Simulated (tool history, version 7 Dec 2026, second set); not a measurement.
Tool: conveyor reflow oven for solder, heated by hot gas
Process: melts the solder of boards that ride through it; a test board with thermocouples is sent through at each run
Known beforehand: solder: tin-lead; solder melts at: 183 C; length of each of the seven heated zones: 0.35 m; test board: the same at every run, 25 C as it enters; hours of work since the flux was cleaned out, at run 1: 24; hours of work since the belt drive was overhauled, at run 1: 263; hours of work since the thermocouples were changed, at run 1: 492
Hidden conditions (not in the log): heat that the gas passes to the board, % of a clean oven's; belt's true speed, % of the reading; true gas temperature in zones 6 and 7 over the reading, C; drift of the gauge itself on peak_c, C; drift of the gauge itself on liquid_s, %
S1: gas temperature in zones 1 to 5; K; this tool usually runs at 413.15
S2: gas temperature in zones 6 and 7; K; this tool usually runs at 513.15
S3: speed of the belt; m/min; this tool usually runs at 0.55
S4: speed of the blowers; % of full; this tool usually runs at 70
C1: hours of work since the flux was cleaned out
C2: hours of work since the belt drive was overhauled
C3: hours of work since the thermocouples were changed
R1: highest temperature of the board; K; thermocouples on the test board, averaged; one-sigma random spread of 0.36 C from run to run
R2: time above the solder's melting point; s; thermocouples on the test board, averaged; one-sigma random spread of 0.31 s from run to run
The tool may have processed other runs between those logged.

{"run": 1, "day": 0.0, "S1": 413.15, "S2": 513.15, "S3": 0.55, "S4": 70, "C1": 24, "C2": 263, "C3": 492, "R1": 493.45, "R2": 60.2}
{"run": 2, "day": 0.979, "S1": 413.15, "S2": 513.15, "S3": 0.55, "S4": 70, "C1": 39, "C2": 279, "C3": 507, "R1": 493.75, "R2": 60.1}
{"run": 3, "day": 1.525, "S1": 413.15, "S2": 510.15, "S3": 0.55, "S4": 70, "C1": 48, "C2": 287, "C3": 515, "R1": 492.15, "R2": 58.2}
{"run": 4, "day": 1.958, "S1": 413.15, "S2": 513.15, "S3": 0.525, "S4": 70, "C1": 55, "C2": 294, "C3": 522, "R1": 495.25, "R2": 64}
{"run": 5, "day": 2.825, "S1": 413.15, "S2": 513.15, "S3": 0.55, "S4": 70, "C1": 68, "C2": 308, "C3": 536, "R1": 493.35, "R2": 60.1}
{"run": 6, "day": 3.717, "S1": 413.15, "S2": 513.15, "S3": 0.55, "S4": 70, "C1": 82, "C2": 322, "C3": 550, "R1": 492.85, "R2": 59.5}
{"run": 7, "day": 4.338, "S1": 413.15, "S2": 513.15, "S3": 0.55, "S4": 70, "C1": 92, "C2": 331, "C3": 559, "R1": 493.55, "R2": 59.8}
{"run": 8, "day": 4.933, "S1": 413.15, "S2": 513.15, "S3": 0.55, "S4": 70, "C1": 101, "C2": 341, "C3": 569, "R1": 493.05, "R2": 59.6}
{"run": 9, "day": 5.35, "S1": 413.15, "S2": 513.15, "S3": 0.55, "S4": 70, "C1": 108, "C2": 347, "C3": 575, "R1": 492.55, "R2": 59.3}
{"run": 10, "day": 5.896, "S1": 413.15, "S2": 513.15, "S3": 0.55, "S4": 70, "C1": 116, "C2": 356, "C3": 584, "R1": 492.85, "R2": 58.9}
{"run": 11, "day": 6.779, "S1": 413.15, "S2": 513.15, "S3": 0.55, "S4": 70, "C1": 130, "C2": 370, "C3": 598, "R1": 492.35, "R2": 59.5}
{"run": 12, "day": 7.504, "S1": 413.15, "S2": 513.15, "S3": 0.55, "S4": 70, "C1": 142, "C2": 381, "C3": 609, "R1": 492.65, "R2": 59}
{"run": 13, "day": 8.104, "S1": 413.15, "S2": 513.15, "S3": 0.55, "S4": 70, "C1": 151, "C2": 390, "C3": 618, "R1": 492.25, "R2": 59.3}
{"run": 14, "day": 8.642, "S1": 413.15, "S2": 513.15, "S3": 0.55, "S4": 70, "C1": 159, "C2": 399, "C3": 627, "R1": 492.45, "R2": 58.7}
{"run": 15, "day": 9.567, "S1": 413.15, "S2": 513.15, "S3": 0.55, "S4": 70, "C1": 174, "C2": 413, "C3": 641, "R1": 492.15, "R2": 58.4}
{"run": 16, "day": 10.388, "S1": 412.15, "S2": 506.15, "S3": 0.586, "S4": 62, "C1": 187, "C2": 426, "C3": 654, "R1": 481.85, "R2": 45.5}
{"run": 17, "day": 11.35, "S1": 412.15, "S2": 506.15, "S3": 0.586, "S4": 62, "C1": 202, "C2": 441, "C3": 669, "R1": 482.35, "R2": 45.4}
{"run": 18, "day": 12.038, "S1": 412.15, "S2": 506.15, "S3": 0.586, "S4": 62, "C1": 212, "C2": 452, "C3": 680, "R1": 481.45, "R2": 45.2}
{"run": 19, "day": 12.675, "S1": 412.15, "S2": 506.15, "S3": 0.586, "S4": 62, "C1": 222, "C2": 462, "C3": 690, "R1": 481.75, "R2": 44.6}
{"run": 20, "day": 13.375, "S1": 412.15, "S2": 506.15, "S3": 0.586, "S4": 62, "C1": 233, "C2": 473, "C3": 701, "R1": 481.75, "R2": 44.5}
{"run": 21, "day": 13.988, "S1": 412.15, "S2": 506.15, "S3": 0.586, "S4": 62, "C1": 243, "C2": 482, "C3": 711, "R1": 481.85, "R2": 44.8}
{"day": 14.854, "done": "flux residue cleaned out of gas plates and filters"}
{"run": 22, "day": 15.154, "S1": 407.15, "S2": 506.15, "S3": 0.586, "S4": 62, "C1": 5, "C2": 497, "C3": 726, "R1": 483.75, "R2": 45.7}
{"run": 23, "day": 15.575, "S1": 413.15, "S2": 514.15, "S3": 0.509, "S4": 71, "C1": 11, "C2": 504, "C3": 732, "R1": 497.75, "R2": 68.8}
{"run": 24, "day": 16.383, "S1": 407.15, "S2": 513.15, "S3": 0.446, "S4": 70, "C1": 24, "C2": 517, "C3": 745, "R1": 500.75, "R2": 78.5}
{"run": 25, "day": 17.167, "S1": 407.15, "S2": 513.15, "S3": 0.498, "S4": 74, "C1": 36, "C2": 529, "C3": 757, "R1": 497.25, "R2": 67.7}
{"run": 26, "day": 17.638, "S1": 413.15, "S2": 507.15, "S3": 0.55, "S4": 58, "C1": 44, "C2": 536, "C3": 765, "R1": 486.95, "R2": 54.5}
{"run": 27, "day": 18.333, "S1": 413.15, "S2": 507.15, "S3": 0.55, "S4": 58, "C1": 54, "C2": 547, "C3": 775, "R1": 486.85, "R2": 54.2}
{"run": 28, "day": 19.304, "S1": 422.15, "S2": 507.15, "S3": 0.633, "S4": 86, "C1": 70, "C2": 562, "C3": 791, "R1": 488.25, "R2": 51.5}
{"run": 29, "day": 19.779, "S1": 422.15, "S2": 507.15, "S3": 0.633, "S4": 86, "C1": 77, "C2": 570, "C3": 798, "R1": 489.15, "R2": 51.7}
{"run": 30, "day": 20.588, "S1": 401.15, "S2": 513.15, "S3": 0.55, "S4": 77, "C1": 90, "C2": 583, "C3": 811, "R1": 492.65, "R2": 55.3}

What differs in the tool's unlogged condition from the final listed run ahead of each entry between runs to the first listed run following it?
In the gap between runs 21 and 22: flux residue cleaned out of gas plates and filters (day 14.854)
  heat that the gas passes to the board, % of a clean oven's: 89.2 -> 99.6; belt's true speed, % of the reading: 99.12 -> 99.1; true gas temperature in zones 6 and 7 over the reading, C: 1.66 -> 1.69
  measured minus no-state result, R1: -1.7 -> +1.6 K; R2: -2 -> +1.9 s
